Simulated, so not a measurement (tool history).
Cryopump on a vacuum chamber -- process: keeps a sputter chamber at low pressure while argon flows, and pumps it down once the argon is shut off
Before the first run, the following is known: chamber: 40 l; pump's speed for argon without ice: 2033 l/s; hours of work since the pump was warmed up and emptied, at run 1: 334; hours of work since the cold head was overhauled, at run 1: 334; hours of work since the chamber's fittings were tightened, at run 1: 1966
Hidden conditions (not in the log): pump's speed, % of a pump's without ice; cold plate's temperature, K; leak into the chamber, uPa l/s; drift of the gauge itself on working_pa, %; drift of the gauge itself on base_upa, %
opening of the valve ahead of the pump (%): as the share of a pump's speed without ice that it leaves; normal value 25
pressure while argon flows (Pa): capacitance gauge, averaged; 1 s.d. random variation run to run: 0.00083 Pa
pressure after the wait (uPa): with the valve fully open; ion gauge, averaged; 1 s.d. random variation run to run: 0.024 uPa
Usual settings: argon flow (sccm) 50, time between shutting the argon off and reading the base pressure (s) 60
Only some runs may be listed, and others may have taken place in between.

run,hour,argon flow (sccm),time between shutting the argon off and reading the base pressure (s),opening of the valve ahead of the pump (%),hours of work since the pump was warmed up and emptied,hours of work since the cold head was overhauled,hours of work since the chamber's fittings were tightened,pressure while argon flows (Pa),pressure after the wait (uPa)
1,0.0,50,60,25,334,334,1966,0.1691,1.82
2,52.6,50,60,25,381,381,2013,0.1677,1.78
3,101.2,50,60,25,425,425,2057,0.1692,1.83
4,154.5,50,60,25,473,473,2105,0.1703,1.87
5,186.2,50,60,25,501,501,2133,0.1674,1.85
6,223.1,50,60,25,534,534,2166,0.1700,1.86
7,271.3,50,60,25,577,577,2209,0.1698,1.91
8,320.0,50,60,25,621,621,2253,0.1715,1.93
9,376.8,50,60,25,672,672,2304,0.1697,1.99
10,420.3,53,60,25,711,711,2343,0.1817,2.02
11,471.8,42,60,25,757,757,2389,0.1434,2.06
12,497.4,50,60,25,780,780,2412,0.1707,2.04
13,534.6,98,60,25,814,814,2446,0.3359,2.00
14,579.1,50,47,25,854,854,2486,0.1718,2.32
15,624.6,50,47,25,895,895,2527,0.1724,2.28
16,665.9,50,60,25,932,932,2564,0.1732,2.24
17,718.3,50,60,25,979,979,2611,0.1723,2.20
18,750.3,24,236,17,1008,1008,2639,0.1195,1.67
19,774.3,24,144,23,1029,1029,2661,0.0897,1.81
# hour 794.5: pump warmed up, emptied and cooled again
20,825.6,24,109,25,28,1071,2703,0.0806,1.69
21,875.9,24,109,25,73,1116,2748,0.0801,1.74
22,919.0,82,127,16,112,1154,2786,0.4324,1.76
23,973.2,31,60,52,160,1203,2835,0.0502,2.11
24,1025.5,31,60,48,207,1250,2882,0.0548,2.13
25,1056.0,50,156,25,235,1278,2909,0.1689,1.66
26,1087.5,50,281,25,263,1306,2938,0.1692,1.58
27,1121.8,20,60,57,294,1337,2969,0.0307,2.19
28,1156.5,20,60,57,325,1368,3000,0.0302,2.23
29,1198.9,20,60,57,363,1406,3038,0.0297,2.30
30,1249.6,20,60,57,409,1451,3083,0.0310,2.24
31,1293.5,23,159,24,448,1491,3123,0.0810,1.88
32,1344.0,39,105,24,493,1536,3168,0.1377,1.97
33,1389.4,50,60,33,534,1577,3209,0.1300,2.40

Alternative continuations, all from the tool just after run 33; predict every row:
A,1442.0,38,60,25,581,1624,3256,?,?
B,1442.0,85,67,32,581,1624,3256,?,?
C,1442.0,36,269,31,581,1624,3256,?,?

run,pressure while argon flows (Pa),pressure after the wait (uPa)
A,0.1302,2.40
B,0.2272,2.37
C,0.0996,1.86
Had the tool no hidden state, the same runs would have come out as:
run,pressure while argon flows (Pa),pressure after the wait (uPa)
A,0.1269,0.87
B,0.2198,0.82
C,0.0964,0.30
